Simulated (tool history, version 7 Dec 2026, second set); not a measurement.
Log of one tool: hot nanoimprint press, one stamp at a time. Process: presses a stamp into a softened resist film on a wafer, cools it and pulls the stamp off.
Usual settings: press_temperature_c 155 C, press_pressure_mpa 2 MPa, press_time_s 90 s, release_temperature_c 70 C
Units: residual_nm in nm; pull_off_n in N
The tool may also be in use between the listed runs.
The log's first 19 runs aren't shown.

run   hour  press_temperature_c  press_pressure_mpa  press_time_s  release_temperature_c  residual_nm  pull_off_n
 20  146.4                  148                 1.3            90                     61        228.3         268
 21  151.2                  155                   2            47                     67        171.6         245
 22  156.4                  155                   2            90                     75        140.9         209
 23  165.3                  155                2.14           102                     70        130.5         228
 24    175                  164                1.61           147                     70         89.9         231
 25  180.5                  153                1.42            86                     63        185.7         264
 26  190.3                  155                3.04           109                     62        103.8         263
 27  198.4                  155                3.04           109                     62        103.7         266

The next listed run, before its measurement:
 28  205.8                  155                1.69            84                     61            ?           ?

Run 28 gave residual_nm 157.5 nm, pull_off_n 282 N.
Without the tool's hidden state the same run would have given residual_nm 160.7 nm, pull_off_n 224 N.
